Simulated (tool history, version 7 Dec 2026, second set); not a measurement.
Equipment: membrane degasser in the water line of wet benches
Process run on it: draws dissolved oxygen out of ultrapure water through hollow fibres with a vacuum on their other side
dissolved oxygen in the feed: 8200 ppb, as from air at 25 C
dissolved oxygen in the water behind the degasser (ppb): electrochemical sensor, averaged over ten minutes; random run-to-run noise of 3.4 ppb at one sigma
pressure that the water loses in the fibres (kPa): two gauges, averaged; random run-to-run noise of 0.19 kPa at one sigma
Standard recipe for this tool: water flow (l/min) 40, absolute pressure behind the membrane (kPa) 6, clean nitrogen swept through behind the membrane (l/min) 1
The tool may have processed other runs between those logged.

run,hour,water flow (l/min),absolute pressure behind the membrane (kPa),clean nitrogen swept through behind the membrane (l/min),dissolved oxygen in the water behind the degasser (ppb),pressure that the water loses in the fibres (kPa)
1,0,40,6,1,384.8,41.8
2,166.5,40,6,1,384,41.86
# hour 219.5: vacuum gauge calibrated
3,402.2,40,6,1,350.6,41.77
4,604.1,40,6,1,355,41.84
5,734.6,40,6,1,350.4,41.67
6,865.2,40,6,1,355.9,41.84
7,977.9,40,6,1,356.3,42.23
8,1131,40,6,1,357.1,42.08
9,1261.8,40,6,1,364.4,41.81
10,1388.9,40,9.01,1,588,42.16
11,1555,40,9.01,1,589.6,42.47
12,1687.7,40,9.01,1,582.7,42.13
13,1823.3,40,7.37,1,461.9,42.07
# hour 1991: seals of the vacuum lines changed
14,1995.7,40,6.49,1,398.5,42.39
15,2229.9,35,6.76,1.66,259.4,37.12
16,2415.7,35,7.17,1.11,350.6,36.96
17,2626.2,40,10.87,1.72,513.3,42.37
18,2795.5,57,6.19,0.91,688.3,60.62
19,2985.6,57,6.19,0.91,701.3,60.54
20,3135.9,38,4.1,0.91,208.8,40.48
21,3246.3,61,5.95,0.83,756.4,64.47
22,3414,61,5.95,0.83,763.7,64.7
23,3640,61,5.95,0.83,778,65.25
24,3832.8,61,5.95,0.83,776.6,65.22
25,3942.8,26,6,1.25,167.4,27.67

Had the tool no unlogged condition, and each run kept its random variation, what would the results have been?
Unlogged tool condition in this case: membrane still open, %; true pressure behind the membrane over the reading, kPa; air that leaks in behind the membrane, l/min; drift of the gauge itself on oxygen_ppb, %; drift of the gauge itself on loss_of_pressure_kpa, %.
run,dissolved oxygen in the water behind the degasser (ppb),pressure that the water loses in the fibres (kPa)
1,341.4,40.63
2,339.8,40.67
3,333.3,40.53
4,336.4,40.55
5,331.3,40.35
6,335.7,40.5
7,335.5,40.87
8,335.3,40.69
9,341.4,40.39
10,564.9,40.71
11,565.5,40.98
12,558,40.63
13,436.3,40.54
14,372.1,40.82
15,240,35.71
16,329,35.52
17,486.9,40.67
18,633,58.16
19,643.4,58.03
20,176.8,38.77
21,691.1,61.71
22,696.3,61.89
23,707.1,62.35
24,704,62.27
25,151.7,26.4
